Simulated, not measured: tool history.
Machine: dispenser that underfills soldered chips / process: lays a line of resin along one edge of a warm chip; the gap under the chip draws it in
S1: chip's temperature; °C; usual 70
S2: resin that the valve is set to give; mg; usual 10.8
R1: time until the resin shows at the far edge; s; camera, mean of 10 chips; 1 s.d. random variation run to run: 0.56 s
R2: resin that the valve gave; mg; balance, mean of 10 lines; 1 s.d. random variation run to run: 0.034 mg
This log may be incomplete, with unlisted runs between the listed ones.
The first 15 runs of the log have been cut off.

| run | hour | S1 | S2 | R1 | R2 |
|---|---|---|---|---|---|
|  | 73.3 | new syringe of resin |
| 16 | 76.7 | 70 | 10.8 | 57.1 | 10.74 |
| 17 | 80.9 | 70 | 10.8 | 66.8 | 10.69 |
| 18 | 84.3 | 70 | 10.8 | 78.0 | 10.70 |
|  | 85.7 | new syringe of resin |
| 19 | 91.0 | 70 | 12.0 | 61.5 | 11.80 |
| 20 | 94.8 | 64 | 10.5 | 101.1 | 10.32 |
|  | 98.3 | new syringe of resin |
| 21 | 100.2 | 78 | 10.7 | 37.2 | 10.56 |
| 22 | 103.8 | 67 | 9.3 | 76.7 | 9.16 |
| 23 | 108.8 | 84 | 10.6 | 42.0 | 10.43 |
|  | 110.7 | new syringe of resin |
| 24 | 114.3 | 69 | 9.4 | 63.9 | 9.22 |
| 25 | 121.2 | 69 | 9.4 | 86.0 | 9.27 |
|  | 123.5 | new syringe of resin |
| 26 | 128.2 | 66 | 10.8 | 76.9 | 10.57 |
| 27 | 134.9 | 58 | 13.4 | 148.9 | 13.12 |
|  | 135.8 | new syringe of resin |
|  | 138.1 | dispensing valve cleaned and set on the balance |
| 28 | 139.7 | 77 | 11.5 | 39.9 | 11.58 |
| 29 | 145.2 | 68 | 11.8 | 77.7 | 11.84 |
|  | 149.1 | new syringe of resin |
| 30 | 151.4 | 68 | 11.8 | 58.8 | 11.83 |
| 31 | 157.4 | 64 | 10.8 | 94.9 | 10.76 |
|  | 161.5 | new syringe of resin |
| 32 | 163.8 | 64 | 12.5 | 73.6 | 12.48 |
| 33 | 168.3 | 60 | 10.8 | 116.0 | 10.72 |
|  | 173.9 | new syringe of resin |
| 34 | 173.9 | 59 | 12.2 | 85.3 | 12.16 |
| 35 | 178.7 | 68 | 12.8 | 66.5 | 12.73 |
| 36 | 183.7 | 74 | 12.0 | 59.1 | 11.96 |

Branching from run 36: 4 alternative next runs. What would each branch give?
|  | 186.9 | new syringe of resin |
| A | 189.3 | 68 | 10.1 | ? | ? |
|  | 186.9 | new syringe of resin |
| B | 189.3 | 83 | 12.4 | ? | ? |
|  | 186.9 | new syringe of resin |
| C | 189.3 | 70 | 9.8 | ? | ? |
|  | 186.9 | new syringe of resin |
| D | 189.3 | 55 | 10.8 | ? | ? |

| run | R1 | R2 |
|---|---|---|
| A | 63.8 | 10.04 |
| B | 29.8 | 12.36 |
| C | 58.3 | 9.76 |
| D | 124.0 | 10.72 |
Without the tool's unlogged condition, the same runs would have read:
| run | R1 | R2 |
|---|---|---|
| A | 53.1 | 10.12 |
| B | 24.9 | 12.46 |
| C | 48.4 | 9.84 |
| D | 102.6 | 10.81 |
